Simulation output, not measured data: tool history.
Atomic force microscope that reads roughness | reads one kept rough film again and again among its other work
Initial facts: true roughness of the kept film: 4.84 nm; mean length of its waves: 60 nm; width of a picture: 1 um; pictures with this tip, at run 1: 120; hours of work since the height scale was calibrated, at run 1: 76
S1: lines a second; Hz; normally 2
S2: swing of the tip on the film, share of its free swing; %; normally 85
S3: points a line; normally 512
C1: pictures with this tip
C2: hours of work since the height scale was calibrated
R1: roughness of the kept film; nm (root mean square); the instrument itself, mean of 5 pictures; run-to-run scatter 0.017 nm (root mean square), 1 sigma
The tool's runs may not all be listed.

run   hour    S1  S2   S3   C1   C2     R1
  1      0     2  85  512  120   76  4.134
  2    8.8     2  85  512  129   81  4.112
  3     21     2  85  445  142   88  4.129
  4   33.7     2  85  445  155   94  4.127
  5   46.4     2  85  445  168  101  4.154
  6   58.1     2  75  512  180  108   4.33
  7   69.9     2  85  512  193  114  4.142
  8   82.1     2  85  512  205  121  4.121
  9   92.8     2  85  512  216  126  4.156
 10  103.3  1.82  85  512  227  132  4.213
 11  111.1     2  85  426  235  136  4.128
 12  120.4     2  85  527  245  141  4.116
 13  134.8     2  85  527  260  149  4.148
     138.7  -- new tip fitted
 14  141.9     2  85  527    3  153  4.133
 15  154.5     2  85  512   16  160  4.129
 16  164.3     2  85  766   26  165   4.15
 17  172.2     2  85  512   35  169   4.13
 18  180.8     2  85  512   44  174  4.138
 19  189.2     2  85  512   52  178  4.141
 20  198.2   2.9  85  512   62  183  3.906
 21  212.1     2  85  343   76  191  4.118
 22  220.7     2  85  558   85  195  4.154
 23  229.5     2  85  558   94  200  4.146
 24  238.4     2  89  512  104  205   4.05
 25  244.8     2  89  481  110  208  4.057
 26  251.5     2  89  481  117  212  4.034
 27  258.1     2  85  512  124  216   4.15
 28  264.3     2  85  512  131  219  4.138
 29  274.9     2  69  512  142  225  4.436
 30  288.2     2  69  512  155  232  4.441
 31  300.9  1.15  88  610  169  239  4.279
 32  309.7     2  68  738  178  244  4.456
 33  316.4     2  89  738  185  247  4.056
 34  330.8     2  89  738  200  255  4.049
 35  341.5  3.01  85  294  211  261  3.894
 36    354   3.3  81  293  224  268   3.96
 37  365.1   3.3  76  293  236  274  4.102
 38  377.9  2.48  81  707  249  281  4.129
 39  390.2  2.48  65  891  262  287  4.468
     392.7  -- new tip fitted
 40  404.5  2.48  65  891   12  295  4.472
 41  413.3  1.58  80  507   21  299  4.323
 42  425.3  0.76  80  507   34  306  4.501
 43  436.6  0.76  80  507   46  312  4.529
 44  448.4     2  69  519   58  318   4.48
 45  460.5     2  69  519   70  325  4.424
 46  469.9     2  89  272   80  330  4.023
 47  481.4  2.04  65  375   92  336  4.443
 48  495.6  2.04  65  375  107  344  4.516
 49  508.9  2.04  65  375  121  351  4.493
 50  522.6     2  76  512  135  359   4.34
 51  531.3  0.52  76  852  144  363  4.599
 52  543.2  1.22  72  288  157  370  4.503
 53  555.3  1.22  72  288  169  376  4.516

Here are 3 independent what-if runs from the current tool condition. What would each one return?
  A  561.1  0.77  85  408  175  380   ?
  B  561.1  1.22  72  407  175  380   ?
  C  561.1  2.02  82  512  175  380   ?

run     R1
  A  4.467
  B  4.457
  C  4.193
Without the tool's hidden state the same runs would have given:
run     R1
  A  4.472
  B  4.462
  C  4.198

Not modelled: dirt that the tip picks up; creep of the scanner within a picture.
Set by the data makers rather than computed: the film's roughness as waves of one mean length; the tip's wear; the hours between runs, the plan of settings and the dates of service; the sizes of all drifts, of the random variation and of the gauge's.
